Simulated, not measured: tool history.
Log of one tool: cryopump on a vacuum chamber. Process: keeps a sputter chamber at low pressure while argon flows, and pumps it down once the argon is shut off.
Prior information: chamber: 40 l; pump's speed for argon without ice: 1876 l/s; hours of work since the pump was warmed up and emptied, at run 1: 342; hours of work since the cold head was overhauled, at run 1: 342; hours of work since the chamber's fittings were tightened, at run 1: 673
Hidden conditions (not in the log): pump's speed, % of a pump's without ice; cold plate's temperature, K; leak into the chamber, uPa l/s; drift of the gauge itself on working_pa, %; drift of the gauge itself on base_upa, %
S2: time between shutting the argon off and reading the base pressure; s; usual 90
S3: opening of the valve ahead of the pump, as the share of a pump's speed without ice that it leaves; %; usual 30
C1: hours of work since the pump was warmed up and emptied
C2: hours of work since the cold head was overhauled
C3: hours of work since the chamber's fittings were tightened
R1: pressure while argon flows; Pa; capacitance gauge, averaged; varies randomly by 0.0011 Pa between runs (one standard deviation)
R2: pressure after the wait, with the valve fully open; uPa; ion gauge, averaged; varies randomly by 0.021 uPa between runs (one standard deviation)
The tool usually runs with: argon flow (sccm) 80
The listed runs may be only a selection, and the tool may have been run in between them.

Run 1, day 0: usual settings; C1 342; C2 342; C3 673. Result: R1 0.2543 Pa, R2 1.51 uPa.
Run 2, day 1.883: usual settings; C1 372; C2 372; C3 702. Result: R1 0.2546 Pa, R2 1.49 uPa.
Run 3, day 4.446: usual settings but S3 51 %; C1 411; C2 411; C3 742. Result: R1 0.16 Pa, R2 1.59 uPa.
Run 4, day 6.012: usual settings but S3 51 %; C1 436; C2 436; C3 766. Result: R1 0.1601 Pa, R2 1.73 uPa.
Run 5, day 8.138: usual settings but S3 51 %; C1 469; C2 469; C3 799. Result: R1 0.1622 Pa, R2 1.76 uPa.
Run 6, day 10.258: usual settings; C1 501; C2 501; C3 832. Result: R1 0.265 Pa, R2 1.8 uPa.
Run 7, day 12.654: usual settings; C1 539; C2 539; C3 869. Result: R1 0.2666 Pa, R2 1.99 uPa.
Run 8, day 14.221: usual settings but S2 27 s; C1 563; C2 563; C3 893. Result: R1 0.2681 Pa, R2 2.88 uPa.
Run 9, day 17.379: usual settings but argon flow (sccm) 58; C1 612; C2 612; C3 942. Result: R1 0.1985 Pa, R2 2.21 uPa.
At day 18.95: pump warmed up, emptied and cooled again.
Run 10, day 19.996: usual settings but argon flow (sccm) 58; C1 16; C2 649; C3 979. Result: R1 0.1755 Pa, R2 1.64 uPa.
Run 11, day 22.854: usual settings; C1 60; C2 693; C3 1024. Result: R1 0.2411 Pa, R2 1.75 uPa.
Run 12, day 24.217: usual settings; C1 82; C2 715; C3 1045. Result: R1 0.2437 Pa, R2 1.77 uPa.
Run 13, day 26.004: usual settings; C1 109; C2 742; C3 1073. Result: R1 0.2444 Pa, R2 1.8 uPa.
Run 14, day 28.688: usual settings but argon flow (sccm) 49, S2 281 s, S3 20 %; C1 151; C2 784; C3 1114. Result: R1 0.2244 Pa, R2 1.71 uPa.
At day 29.962: leaking fittings of the chamber tightened, without venting.
Run 15, day 30.762: usual settings but argon flow (sccm) 49, S2 281 s, S3 20 %; C1 182; C2 815; C3 12. Result: R1 0.2271 Pa, R2 0.35 uPa.
Run 16, day 33.9: usual settings but argon flow (sccm) 137, S3 16 %; C1 230; C2 863; C3 61. Result: R1 0.7876 Pa, R2 0.61 uPa.
Run 17, day 35.808: usual settings but argon flow (sccm) 137, S3 16 %; C1 260; C2 893; C3 91. Result: R1 0.7912 Pa, R2 0.72 uPa.
Run 18, day 38.408: usual settings but argon flow (sccm) 137, S3 16 %; C1 300; C2 933; C3 131. Result: R1 0.7892 Pa, R2 0.73 uPa.
Run 19, day 40.521: usual settings but argon flow (sccm) 121, S2 46 s, S3 17 %; C1 333; C2 966; C3 164. Result: R1 0.6642 Pa, R2 1.13 uPa.
Run 20, day 43.196: usual settings but argon flow (sccm) 121, S2 46 s, S3 17 %; C1 374; C2 1007; C3 205. Result: R1 0.6703 Pa, R2 1.21 uPa.
Run 21, day 45.004: usual settings but argon flow (sccm) 121, S2 46 s, S3 17 %; C1 402; C2 1035; C3 233. Result: R1 0.6688 Pa, R2 1.24 uPa.
Run 22, day 47.479: usual settings but argon flow (sccm) 51, S2 80 s; C1 441; C2 1074; C3 271. Result: R1 0.1653 Pa, R2 1 uPa.
Run 23, day 50.108: usual settings but argon flow (sccm) 51, S2 80 s; C1 482; C2 1114; C3 312. Result: R1 0.1688 Pa, R2 1.1 uPa.

Across each entry between runs, compare the hidden state at the last listed run before it with the hidden state at the first listed run after it:
Runs 9 to 10: pump warmed up, emptied and cooled again (day 18.95)
  pump's speed, % of a pump's without ice: 69.6 -> 99; cold plate's temperature, K: 12.26 -> 12.27; leak into the chamber, uPa l/s: 2344 -> 2422
  difference, measured minus the result without the unlogged condition, R1: +0.0233 -> +0.0008 Pa; R2: +1.68 -> +1.13 uPa
Runs 14 to 15: leaking fittings of the chamber tightened, without venting (day 29.962)
  pump's speed, % of a pump's without ice: 92.3 -> 90.8; cold plate's temperature, K: 12.32 -> 12.33; leak into the chamber, uPa l/s: 2707 -> 353
  difference, measured minus the result without the unlogged condition, R1: +0.004 -> +0.0049 Pa; R2: +1.42 -> +0.05 uPa
